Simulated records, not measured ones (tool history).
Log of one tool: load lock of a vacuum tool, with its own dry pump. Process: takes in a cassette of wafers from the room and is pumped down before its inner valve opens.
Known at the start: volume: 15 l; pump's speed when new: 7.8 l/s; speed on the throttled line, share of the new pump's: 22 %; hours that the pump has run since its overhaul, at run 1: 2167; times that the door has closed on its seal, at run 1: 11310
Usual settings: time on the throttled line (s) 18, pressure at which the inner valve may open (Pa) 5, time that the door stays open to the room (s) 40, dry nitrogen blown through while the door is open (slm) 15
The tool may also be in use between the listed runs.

| run | hour | time on the throttled line (s) | pressure at which the inner valve may open (Pa) | time that the door stays open to the room (s) | dry nitrogen blown through while the door is open (slm) | hours that the pump has run since its overhaul | times that the door has closed on its seal | incoming humidity of the room's air, % | time from the closed door until the inner valve may open (s) | rise of the pressure with all valves shut (Pa/min) |
|---|---|---|---|---|---|---|---|---|---|---|
| 1 | 0.0 | 18 | 5 | 40 | 15 | 2167 | 11310 | 42.9 | 33.61 | 0.135 |
| 2 | 67.0 | 18 | 5 | 40 | 15 | 2234 | 11638 | 43.0 | 33.52 | 0.132 |
| 3 | 112.6 | 18 | 8 | 40 | 15 | 2279 | 11860 | 45.2 | 32.71 | 0.139 |
| 4 | 209.3 | 18 | 8 | 40 | 15 | 2376 | 12334 | 44.9 | 32.56 | 0.147 |
| 5 | 266.9 | 18 | 8 | 40 | 15 | 2434 | 12615 | 47.4 | 32.54 | 0.151 |
| 6 | 310.0 | 18 | 8 | 40 | 15 | 2477 | 12826 | 45.1 | 32.59 | 0.154 |
| 7 | 396.6 | 18 | 8 | 40 | 15 | 2563 | 13250 | 43.2 | 32.66 | 0.151 |
| 8 | 500.1 | 18 | 8 | 40 | 15 | 2667 | 13756 | 44.3 | 32.70 | 0.163 |
| 9 | 580.1 | 18 | 5 | 40 | 15 | 2747 | 14147 | 42.3 | 33.68 | 0.155 |
| 10 | 635.5 | 18 | 4 | 40 | 15 | 2802 | 14418 | 45.3 | 34.17 | 0.167 |
| 11 | 708.7 | 18 | 4 | 40 | 15 | 2875 | 14776 | 41.1 | 34.10 | 0.156 |
| 12 | 762.4 | 18 | 4 | 40 | 37 | 2929 | 15039 | 44.9 | 34.11 | 0.156 |
| 13 | 836.7 | 18 | 5 | 40 | 13 | 3003 | 15402 | 45.7 | 33.78 | 0.184 |
| 14 | 908.0 | 10 | 7 | 40 | 15 | 3075 | 15751 | 49.3 | 26.78 | 0.184 |
| 15 | 1006.8 | 10 | 7 | 40 | 15 | 3174 | 16234 | 44.1 | 26.80 | 0.184 |
| 16 | 1076.3 | 17 | 10 | 128 | 15 | 3243 | 16574 | 44.1 | 31.47 | 0.239 |
| 17 | 1120.7 | 14 | 7 | 57 | 15 | 3287 | 16791 | 44.1 | 29.63 | 0.198 |
| 18 | 1184.2 | 30 | 6 | 57 | 13 | 3351 | 17102 | 48.8 | 42.84 | 0.221 |

3 ways to go on from here, each from the tool as it stands after run 18. What would each give?
| A | 1229.9 | 35 | 5 | 40 | 15 | 3397 | 17326 | 42.8 | ? | ? |
| B | 1229.9 | 30 | 8 | 25 | 13 | 3397 | 17326 | 43.8 | ? | ? |
| C | 1229.9 | 18 | 6 | 142 | 32 | 3397 | 17326 | 42.5 | ? | ? |

| run | time from the closed door until the inner valve may open (s) | rise of the pressure with all valves shut (Pa/min) |
|---|---|---|
| A | 46.85 | 0.191 |
| B | 42.11 | 0.182 |
| C | 33.26 | 0.228 |
Without the tool's hidden state the same runs would have given:
| run | time from the closed door until the inner valve may open (s) | rise of the pressure with all valves shut (Pa/min) |
|---|---|---|
| A | 46.53 | 0.052 |
| B | 41.79 | 0.042 |
| C | 32.85 | 0.088 |
